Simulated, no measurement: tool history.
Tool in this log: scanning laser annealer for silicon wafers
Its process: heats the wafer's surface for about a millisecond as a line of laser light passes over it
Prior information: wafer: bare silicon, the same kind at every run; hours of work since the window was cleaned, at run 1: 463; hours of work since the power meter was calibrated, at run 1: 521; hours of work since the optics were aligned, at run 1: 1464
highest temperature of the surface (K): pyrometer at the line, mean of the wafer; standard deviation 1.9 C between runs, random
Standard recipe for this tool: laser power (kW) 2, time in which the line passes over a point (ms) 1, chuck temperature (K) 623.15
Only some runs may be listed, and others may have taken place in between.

run,hour,laser power (kW),time in which the line passes over a point (ms),chuck temperature (K),hours of work since the window was cleaned,hours of work since the power meter was calibrated,hours of work since the optics were aligned,highest temperature of the surface (K)
1,0,2,1,623.15,463,521,1464,1466.15
2,17.6,2,0.89,623.15,476,534,1477,1410.15
3,33.7,2,0.89,623.15,488,545,1489,1412.15
4,49.9,2,0.89,623.15,500,557,1501,1406.15
5,64.6,2,1.01,623.15,511,568,1512,1473.15
6,73.3,2,1.01,623.15,517,575,1518,1475.15
7,90.2,1.724,0.92,623.15,530,587,1531,1311.15
8,102.5,1.838,0.87,607.15,539,596,1540,1319.15
9,120.3,1.838,0.87,607.15,552,609,1553,1317.15
10,131.8,1.865,1,607.15,560,618,1561,1394.15
11,150.1,1.782,1,623.15,574,631,1575,1373.15
# hour 164.9: optics aligned, line set to its width
12,168.3,1.782,1,623.15,584,641,2,1370.15

Predict each of these 3 candidate next runs independently; none follows another, all start after run 12:
A,182.9,1.978,1,637.15,594,652,13,?
B,182.9,1.782,1,623.15,594,652,13,?
C,182.9,1.752,0.71,623.15,594,652,13,?

run,highest temperature of the surface (K)
A,1471.15
B,1371.15
C,1222.15
What these runs would have given with no unlogged condition in the tool:
run,highest temperature of the surface (K)
A,1471.15
B,1372.15
C,1223.15
